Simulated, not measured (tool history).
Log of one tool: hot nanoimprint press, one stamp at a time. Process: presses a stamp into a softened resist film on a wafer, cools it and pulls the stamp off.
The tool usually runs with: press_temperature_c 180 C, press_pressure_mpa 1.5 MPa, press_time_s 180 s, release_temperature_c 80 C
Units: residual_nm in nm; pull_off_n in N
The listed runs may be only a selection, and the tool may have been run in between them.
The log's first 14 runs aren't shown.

run	hour	press_temperature_c	press_pressure_mpa	press_time_s	release_temperature_c	hours of work since the thermocouple was calibrated	imprints on the stamp's release coat	hours of work since the press's seals were changed	residual_nm	pull_off_n
15	236.9	180	1.5	180	80	294	473	225	149.2	248
16	248.2	180	1.65	180	83	299	512	230	143.3	227
17	262.5	184	1.5	180	80	305	561	237	120.7	253
18	277	178	1.5	282	80	312	611	243	137.9	249
19	291.7	178	1.5	282	80	318	662	249	138	249
20	310.6	186	1.84	319	88	327	727	258	74.1	206
21	322.7	185	1.95	292	72	332	769	263	80.5	310
22	332.8	178	1.5	180	85	336	803	268	163.3	230
23	348	178	1.5	180	85	343	856	274	164.1	229
24	369.2	178	2.22	180	85	352	929	284	139.6	227
25	387	178	2.22	180	85	360	990	292	142	228
26	400	178	1.16	180	79	366	1035	297	179.4	289
27	415.1	178	1.16	180	79	373	1087	304	178.7	279
# hour 420: plate thermocouple calibrated
28	433.7	184	0.99	144	85	6	1141	311	160.7	251
29	449.4	192	2.34	127	78	13	1195	318	77.6	293
30	465.5	176	2.34	127	78	20	1251	325	181.8	301

Branching from run 30: 3 alternative next runs. What would each branch give?
A	476.1	180	1.5	166	80	25	1287	330	?	?
B	476.1	180	1.92	287	71	25	1287	330	?	?
C	476.1	180	1.5	228	80	25	1287	330	?	?

run	residual_nm	pull_off_n
A	158.3	293
B	115.5	358
C	139.1	300
With no hidden state in the tool, these same runs would have given:
run	residual_nm	pull_off_n
A	158.4	234
B	115.4	285
C	139.2	240
